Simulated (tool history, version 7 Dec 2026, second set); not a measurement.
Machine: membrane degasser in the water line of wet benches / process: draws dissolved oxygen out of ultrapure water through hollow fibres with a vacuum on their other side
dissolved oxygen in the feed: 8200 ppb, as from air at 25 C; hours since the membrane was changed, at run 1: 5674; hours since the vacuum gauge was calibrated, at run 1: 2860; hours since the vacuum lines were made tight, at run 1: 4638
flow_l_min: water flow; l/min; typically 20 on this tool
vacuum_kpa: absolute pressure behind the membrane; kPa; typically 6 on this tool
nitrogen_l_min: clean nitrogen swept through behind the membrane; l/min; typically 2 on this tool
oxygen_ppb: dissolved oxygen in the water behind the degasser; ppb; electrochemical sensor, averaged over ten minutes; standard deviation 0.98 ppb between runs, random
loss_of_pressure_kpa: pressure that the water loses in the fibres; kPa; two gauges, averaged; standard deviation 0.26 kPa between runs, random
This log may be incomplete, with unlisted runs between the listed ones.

| run | hour | flow_l_min | vacuum_kpa | nitrogen_l_min | hours since the membrane was changed | hours since the vacuum gauge was calibrated | hours since the vacuum lines were made tight | oxygen_ppb | loss_of_pressure_kpa |
|---|---|---|---|---|---|---|---|---|---|
| 1 | 0 | 20 | 6 | 2 | 5674 | 2860 | 4638 | 96.9 | 70.53 |
| 2 | 93.4 | 20 | 6 | 2 | 5768 | 2954 | 4731 | 96.7 | 70.8 |
| 3 | 212.7 | 20 | 6 | 2 | 5887 | 3073 | 4851 | 96.1 | 70.41 |
| 4 | 353.1 | 20 | 6 | 2 | 6027 | 3213 | 4991 | 98.5 | 71.58 |
| 5 | 414.2 | 20 | 6 | 2 | 6088 | 3274 | 5052 | 97.3 | 70.27 |
| 6 | 475.1 | 20 | 6 | 2 | 6149 | 3335 | 5113 | 96.6 | 70.29 |
| 7 | 608 | 20 | 6 | 2 | 6282 | 3468 | 5246 | 97.3 | 70.51 |
| 8 | 753.5 | 20 | 6 | 2 | 6428 | 3614 | 5391 | 96.4 | 70.58 |
| 9 | 823.5 | 27 | 6 | 2 | 6498 | 3684 | 5462 | 175 | 95.55 |
| 10 | 883.6 | 27 | 6 | 2 | 6558 | 3744 | 5522 | 174.9 | 95.8 |
| 11 | 978.3 | 20 | 6 | 4.21 | 6652 | 3839 | 5616 | 63.6 | 70.8 |
| 12 | 1049.3 | 20 | 6 | 4.21 | 6723 | 3910 | 5687 | 62.1 | 70.9 |
|  | 1056.9 | vacuum gauge calibrated |
| 13 | 1145.6 | 20 | 6 | 4.21 | 6819 | 89 | 5783 | 62.9 | 70.87 |
| 14 | 1229.8 | 20 | 6 | 4.21 | 6903 | 173 | 5867 | 63.6 | 71.17 |
| 15 | 1310.5 | 20 | 6 | 4.21 | 6984 | 254 | 5948 | 63.4 | 70.71 |
| 16 | 1390.4 | 19 | 11.28 | 2.64 | 7064 | 333 | 6028 | 164.7 | 67.43 |
|  | 1446.6 | vacuum gauge calibrated, once more |
| 17 | 1537.3 | 23 | 4.9 | 2.64 | 7210 | 91 | 6174 | 85.1 | 81.8 |
| 18 | 1635.1 | 23 | 4.9 | 2.64 | 7308 | 188 | 6272 | 85.7 | 81.43 |
| 19 | 1741.9 | 20 | 13.18 | 0.82 | 7415 | 295 | 6379 | 530 | 71.07 |
| 20 | 1887.5 | 20 | 13.18 | 0.82 | 7561 | 441 | 6525 | 536.9 | 70.98 |
| 21 | 1996.3 | 20 | 10.54 | 1.38 | 7669 | 550 | 6633 | 268 | 71.09 |
| 22 | 2130.3 | 28 | 8.72 | 1.04 | 7803 | 684 | 6767 | 400.1 | 99.49 |
| 23 | 2278.1 | 25 | 4.15 | 1.04 | 7951 | 831 | 6915 | 115.5 | 88.67 |
| 24 | 2420.9 | 18 | 7.59 | 2.15 | 8094 | 974 | 7058 | 108.3 | 64.35 |
| 25 | 2535 | 28 | 4.36 | 2.85 | 8208 | 1088 | 7172 | 125.9 | 99.13 |
| 26 | 2645.8 | 21 | 11.59 | 1.46 | 8319 | 1199 | 7283 | 301.6 | 75.17 |
| 27 | 2719.8 | 14 | 14.59 | 1.7 | 8393 | 1273 | 7357 | 224.1 | 50.28 |

5 options for the next run, each taken on its own from the tool as it stands now. Forecast them:
| A | 2868.4 | 20 | 6 | 2 | 8542 | 1422 | 7505 | ? | ? |
| B | 2868.4 | 14 | 11.92 | 1.48 | 8542 | 1422 | 7505 | ? | ? |
| C | 2868.4 | 14 | 10.12 | 1.26 | 8542 | 1422 | 7505 | ? | ? |
| D | 2868.4 | 17 | 8.59 | 2.51 | 8542 | 1422 | 7505 | ? | ? |
| E | 2868.4 | 14 | 14.59 | 3.14 | 8542 | 1422 | 7505 | ? | ? |

| run | oxygen_ppb | loss_of_pressure_kpa |
|---|---|---|
| A | 96.7 | 71.13 |
| B | 200.3 | 50.22 |
| C | 186.9 | 49.59 |
| D | 104.3 | 60.7 |
| E | 132 | 49.78 |
Stripped of hidden state, with their random variation kept, the same runs would have yielded:
| run | oxygen_ppb | loss_of_pressure_kpa |
|---|---|---|
| A | 92.9 | 69.84 |
| B | 197.4 | 49.31 |
| C | 184.1 | 48.69 |
| D | 101.6 | 59.61 |
| E | 129.7 | 48.88 |
